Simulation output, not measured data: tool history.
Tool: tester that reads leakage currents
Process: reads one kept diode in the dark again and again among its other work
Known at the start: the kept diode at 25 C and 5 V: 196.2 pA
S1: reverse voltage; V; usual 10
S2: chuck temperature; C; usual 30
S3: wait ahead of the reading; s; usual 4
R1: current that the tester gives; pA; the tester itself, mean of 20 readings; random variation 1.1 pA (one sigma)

run	hour	S1	S2	S3	R1
1	0	10	30	4	376.53
2	111.8	10	30	4	377.77
3	221	10	30	4	376.55
4	310.6	10	30	1.83	377.8
5	429	10	30	1.83	377.37
6	587.6	10	30	1.83	376.3
7	702.4	15.2	30	4	440.73
8	788.6	10	38	4	684.14
9	891.4	10	38	7.87	685.67
10	1074.9	10	38	7.87	684.59
11	1158.5	10	38	7.87	687.84
12	1302	10	30	4	377.6
13	1436.2	10	30	4	377.19
14	1554.8	10	30	4	377.03
15	1682.5	10	27	4	297.52
16	1862.4	10	27	4	298.88
17	2024.3	10	27	4	298.44
18	2109.1	10	27	4	298.17
19	2226.9	10	27	4	300.61
20	2334.5	10	27	4	298.2
21	2462.5	10	27	4	300.2
22	2566	12.2	27	7.72	322.28
23	2674.8	12.2	27	7.72	321.51
24	2781.6	7.2	31	5.95	360.09
25	2876.2	16.7	31	5.95	492.87
26	2953.4	9.8	24	4	234.83
27	3061.3	7.4	54	5.46	1845.63
28	3153.2	1.7	30	4.99	193.04
29	3266.2	10	51	0.42	1707.35
30	3355.3	10	51	0.42	1690.88
31	3526.9	14.4	23	3.13	249.08
32	3650.1	14.4	23	3.13	250.53
33	3735.5	4.9	47	1.33	985.47
34	3905.9	1.3	30	3.93	174.96
35	4001.5	1.3	30	3.93	175.04
36	4157.1	1.3	30	3.93	175.07
37	4335.8	1.3	30	3.93	175.25
38	4496.7	1	30	3.02	158.8
39	4642.1	5.1	25	0.4	201
40	4731.1	10	32	0.45	442.37

Not shown: 2 entries that the log had between the listed runs. Between which runs, and how does the tool's hidden state differ before and after?
Between runs 9 and 10: probe card cleaned and baked (hour 999.4)
  stray current of the dirty probe card, pA a volt: 0.038 -> 0.02
  measured less the result without the state, R1: +0.4 -> +0.25 pA
Between runs 29 and 30: chuck's temperature calibrated (hour 3308.2)
  true chuck temperature over the reading, C: 0.01 -> 0
  measured less the result without the state, R1: +1.59 -> +0.08 pA

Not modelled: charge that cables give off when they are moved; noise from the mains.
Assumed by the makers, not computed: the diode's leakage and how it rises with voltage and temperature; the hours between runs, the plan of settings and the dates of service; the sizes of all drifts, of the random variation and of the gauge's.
